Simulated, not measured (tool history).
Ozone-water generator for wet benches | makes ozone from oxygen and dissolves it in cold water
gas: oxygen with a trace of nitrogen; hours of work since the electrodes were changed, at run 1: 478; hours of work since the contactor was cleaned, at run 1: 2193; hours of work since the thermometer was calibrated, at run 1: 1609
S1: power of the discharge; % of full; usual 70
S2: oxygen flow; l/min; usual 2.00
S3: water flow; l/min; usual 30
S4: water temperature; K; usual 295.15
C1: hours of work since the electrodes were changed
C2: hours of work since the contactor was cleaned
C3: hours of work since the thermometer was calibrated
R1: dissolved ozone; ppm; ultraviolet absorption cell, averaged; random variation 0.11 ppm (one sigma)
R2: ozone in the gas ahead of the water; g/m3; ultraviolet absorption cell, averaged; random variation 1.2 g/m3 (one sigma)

| run | day | S1 | S2 | S3 | S4 | C1 | C2 | C3 | R1 | R2 |
|---|---|---|---|---|---|---|---|---|---|---|
| 1 | 0.000 | 70 | 2.00 | 30 | 295.15 | 478 | 2193 | 1609 | 6.3 | 209.7 |
| 2 | 1.504 | 70 | 2.00 | 30 | 295.15 | 515 | 2229 | 1645 | 6.5 | 211.7 |
| 3 | 2.988 | 70 | 2.00 | 30 | 295.15 | 550 | 2265 | 1680 | 6.4 | 209.9 |
| 4 | 4.229 | 70 | 2.00 | 30 | 295.15 | 580 | 2294 | 1710 | 6.4 | 211.7 |
| 5 | 5.246 | 70 | 2.00 | 30 | 288.15 | 604 | 2319 | 1734 | 6.7 | 212.4 |
| 6 | 6.100 | 70 | 2.00 | 30 | 288.15 | 625 | 2339 | 1755 | 6.5 | 211.7 |
| 7 | 7.283 | 70 | 2.00 | 30 | 288.15 | 653 | 2368 | 1783 | 6.7 | 212.5 |
| 8 | 8.200 | 70 | 2.00 | 19 | 295.15 | 675 | 2390 | 1805 | 10.7 | 211.3 |
| 9 | 9.558 | 70 | 2.00 | 19 | 295.15 | 708 | 2422 | 1838 | 10.9 | 209.0 |
|  | 9.792 | contactor cleaned |
| 10 | 10.671 | 70 | 2.00 | 43 | 295.15 | 730 | 21 | 1861 | 3.9 | 212.2 |
| 11 | 11.558 | 70 | 2.00 | 23 | 295.15 | 752 | 42 | 1882 | 8.4 | 208.4 |
| 12 | 12.783 | 70 | 2.00 | 23 | 295.15 | 781 | 72 | 1911 | 8.5 | 210.2 |
| 13 | 14.308 | 70 | 2.00 | 30 | 295.15 | 818 | 108 | 1948 | 6.3 | 210.4 |
| 14 | 15.225 | 70 | 2.00 | 30 | 295.15 | 840 | 130 | 1970 | 6.2 | 209.6 |
| 15 | 16.367 | 70 | 2.00 | 30 | 294.15 | 867 | 158 | 1997 | 6.2 | 208.4 |
| 16 | 17.579 | 70 | 1.43 | 30 | 295.15 | 896 | 187 | 2026 | 5.2 | 235.9 |
| 17 | 18.754 | 47 | 1.70 | 30 | 293.15 | 924 | 215 | 2054 | 4.3 | 162.8 |
|  | 19.029 | contactor cleaned, once more |
| 18 | 20.267 | 52 | 2.00 | 26 | 295.15 | 956 | 30 | 2087 | 6.3 | 164.0 |
| 19 | 21.192 | 52 | 2.00 | 26 | 295.15 | 979 | 52 | 2109 | 6.3 | 164.1 |
| 20 | 22.850 | 88 | 2.00 | 23 | 295.15 | 1018 | 92 | 2149 | 11.0 | 246.5 |
| 21 | 24.067 | 58 | 2.13 | 23 | 299.15 | 1048 | 121 | 2178 | 7.8 | 174.2 |
| 22 | 24.950 | 70 | 2.59 | 38 | 295.15 | 1069 | 142 | 2199 | 5.6 | 188.2 |
| 23 | 26.617 | 78 | 2.00 | 30 | 293.15 | 1109 | 182 | 2239 | 7.4 | 223.8 |
| 24 | 27.967 | 78 | 1.21 | 30 | 302.15 | 1141 | 214 | 2271 | 5.7 | 270.6 |

Forecast run 25:
| 25 | 28.758 | 78 | 1.21 | 30 | 302.15 | 1160 | 233 | 2290 | ? | ? |

R1: 5.5 ppm
R2: 271.9 g/m3
Without the tool's hidden state the same run would have given R1 5.9 ppm, R2 288.8 g/m3.

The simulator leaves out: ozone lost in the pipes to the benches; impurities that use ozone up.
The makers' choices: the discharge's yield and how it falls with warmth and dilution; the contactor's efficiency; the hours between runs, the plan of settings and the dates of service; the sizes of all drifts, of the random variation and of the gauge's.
